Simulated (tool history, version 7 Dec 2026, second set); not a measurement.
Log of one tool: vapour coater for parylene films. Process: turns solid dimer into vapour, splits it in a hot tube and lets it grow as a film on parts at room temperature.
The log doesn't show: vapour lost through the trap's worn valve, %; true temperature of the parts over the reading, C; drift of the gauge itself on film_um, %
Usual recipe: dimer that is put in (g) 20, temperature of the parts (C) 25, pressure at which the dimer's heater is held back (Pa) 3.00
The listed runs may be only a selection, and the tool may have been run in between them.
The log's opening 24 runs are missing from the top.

run    hour  dimer that is put in (g)  temperature of the parts (C)  pressure at which the dimer's heater is held back (Pa)  hours of work since the trap's valve was overhauled  hours of work since the table's thermometer was calibrated  thickness of the film (nm)
 25  1311.6                        20                            25                                                    7.60                                                  375                                                        1298                       11800
 26  1378.7                        14                            18                                                    2.42                                                  408                                                        1330                       12580
 27  1437.8                         9                            31                                                    9.55                                                  437                                                        1359                        4160
 28  1489.7                         9                            17                                                    2.10                                                  462                                                        1385                        8320
 29  1543.3                         9                            17                                                    2.10                                                  489                                                        1411                        8370
     1602.7  -- trap's valve overhauled
 30  1613.6                         9                            17                                                    2.10                                                    5                                                        1443                        8990
 31  1681.8                        11                            19                                                    4.70                                                   39                                                        1477                        8980
 32  1740.1                        11                            19                                                    4.70                                                   67                                                        1505                        8710
 33  1775.1                        11                            19                                                    4.70                                                   84                                                        1522                        8830

Run 34 is up next; what results do you expect?
 34  1825.8                        30                            19                                                    4.70                                                  109                                                        1547                           ?

Run 34 yielded thickness of the film (nm) 24100.
Take away the tool's hidden state, keep the run-to-run variation as it was, and the same run would have given thickness of the film (nm) 25640.
